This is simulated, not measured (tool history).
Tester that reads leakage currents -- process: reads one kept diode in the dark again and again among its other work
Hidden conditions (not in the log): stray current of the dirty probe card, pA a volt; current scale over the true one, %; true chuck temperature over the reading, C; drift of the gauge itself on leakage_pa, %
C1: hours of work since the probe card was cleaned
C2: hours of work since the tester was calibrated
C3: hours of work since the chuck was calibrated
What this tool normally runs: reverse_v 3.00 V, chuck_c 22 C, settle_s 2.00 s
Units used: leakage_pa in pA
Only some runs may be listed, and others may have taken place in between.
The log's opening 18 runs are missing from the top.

{"run": 19, "hour": 361.4, "reverse_v": 3.0, "chuck_c": 24, "settle_s": 2.0, "C1": 835, "C2": 313, "C3": 243, "leakage_pa": 16.77}
{"run": 20, "hour": 390.0, "reverse_v": 3.0, "chuck_c": 22, "settle_s": 0.51, "C1": 849, "C2": 327, "C3": 257, "leakage_pa": 15.98}
{"run": 21, "hour": 412.4, "reverse_v": 1.56, "chuck_c": 41, "settle_s": 4.22, "C1": 860, "C2": 338, "C3": 268, "leakage_pa": 40.26}
{"run": 22, "hour": 435.5, "reverse_v": 1.56, "chuck_c": 41, "settle_s": 4.22, "C1": 872, "C2": 350, "C3": 279, "leakage_pa": 40.33}
{"run": 23, "hour": 464.6, "reverse_v": 1.56, "chuck_c": 41, "settle_s": 4.22, "C1": 886, "C2": 364, "C3": 294, "leakage_pa": 40.18}
{"run": 24, "hour": 493.9, "reverse_v": 1.87, "chuck_c": 22, "settle_s": 9.53, "C1": 900, "C2": 378, "C3": 308, "leakage_pa": 12.1}
{"run": 25, "hour": 512.4, "reverse_v": 1.87, "chuck_c": 22, "settle_s": 9.53, "C1": 909, "C2": 387, "C3": 317, "leakage_pa": 11.97}
{"run": 26, "hour": 525.7, "reverse_v": 3.0, "chuck_c": 37, "settle_s": 1.06, "C1": 916, "C2": 394, "C3": 324, "leakage_pa": 39.98}
{"run": 27, "hour": 549.4, "reverse_v": 3.0, "chuck_c": 37, "settle_s": 1.06, "C1": 927, "C2": 406, "C3": 335, "leakage_pa": 40.03}
{"run": 28, "hour": 563.7, "reverse_v": 3.0, "chuck_c": 37, "settle_s": 1.06, "C1": 934, "C2": 413, "C3": 342, "leakage_pa": 39.83}
{"run": 29, "hour": 588.8, "reverse_v": 3.0, "chuck_c": 37, "settle_s": 1.06, "C1": 947, "C2": 425, "C3": 355, "leakage_pa": 40.08}
{"run": 30, "hour": 608.9, "reverse_v": 3.0, "chuck_c": 33, "settle_s": 8.81, "C1": 957, "C2": 435, "C3": 365, "leakage_pa": 30.29}
{"run": 31, "hour": 623.5, "reverse_v": 3.0, "chuck_c": 33, "settle_s": 8.81, "C1": 964, "C2": 442, "C3": 372, "leakage_pa": 30.12}
{"run": 32, "hour": 644.6, "reverse_v": 3.0, "chuck_c": 41, "settle_s": 0.62, "C1": 974, "C2": 452, "C3": 382, "leakage_pa": 52.11}
{"run": 33, "hour": 670.4, "reverse_v": 5.14, "chuck_c": 28, "settle_s": 0.45, "C1": 987, "C2": 465, "C3": 395, "leakage_pa": 29.67}
{"run": 34, "hour": 695.0, "reverse_v": 3.0, "chuck_c": 22, "settle_s": 0.49, "C1": 999, "C2": 477, "C3": 407, "leakage_pa": 15.83}
{"run": 35, "hour": 726.5, "reverse_v": 15.26, "chuck_c": 22, "settle_s": 5.35, "C1": 1014, "C2": 492, "C3": 422, "leakage_pa": 29.9}
{"run": 36, "hour": 746.5, "reverse_v": 6.04, "chuck_c": 52, "settle_s": 1.23, "C1": 1024, "C2": 502, "C3": 432, "leakage_pa": 129.11}
{"run": 37, "hour": 761.7, "reverse_v": 15.54, "chuck_c": 54, "settle_s": 2.1, "C1": 1032, "C2": 510, "C3": 439, "leakage_pa": 206.43}
{"run": 38, "hour": 791.3, "reverse_v": 15.54, "chuck_c": 54, "settle_s": 2.1, "C1": 1046, "C2": 524, "C3": 454, "leakage_pa": 206.32}
{"run": 39, "hour": 811.0, "reverse_v": 3.0, "chuck_c": 34, "settle_s": 2.0, "C1": 1056, "C2": 534, "C3": 464, "leakage_pa": 32.44}

Below are 3 alternative next runs, each starting from the tool's condition after run 39. Predict each:
{"run": "A", "hour": 832.6, "reverse_v": 3.0, "chuck_c": 25, "settle_s": 0.57, "C1": 1066, "C2": 544, "C3": 474, "leakage_pa": "?"}
{"run": "B", "hour": 832.6, "reverse_v": 1.14, "chuck_c": 27, "settle_s": 3.84, "C1": 1066, "C2": 544, "C3": 474, "leakage_pa": "?"}
{"run": "C", "hour": 832.6, "reverse_v": 2.06, "chuck_c": 41, "settle_s": 2.0, "C1": 1066, "C2": 544, "C3": 474, "leakage_pa": "?"}

run=A leakage_pa=18.99
run=B leakage_pa=13.99
run=C leakage_pa=44.20
The same runs, with their run-to-run variation unchanged, on a tool lacking any hidden condition would have given:
run=A leakage_pa=18.16
run=B leakage_pa=13.77
run=C leakage_pa=44.00
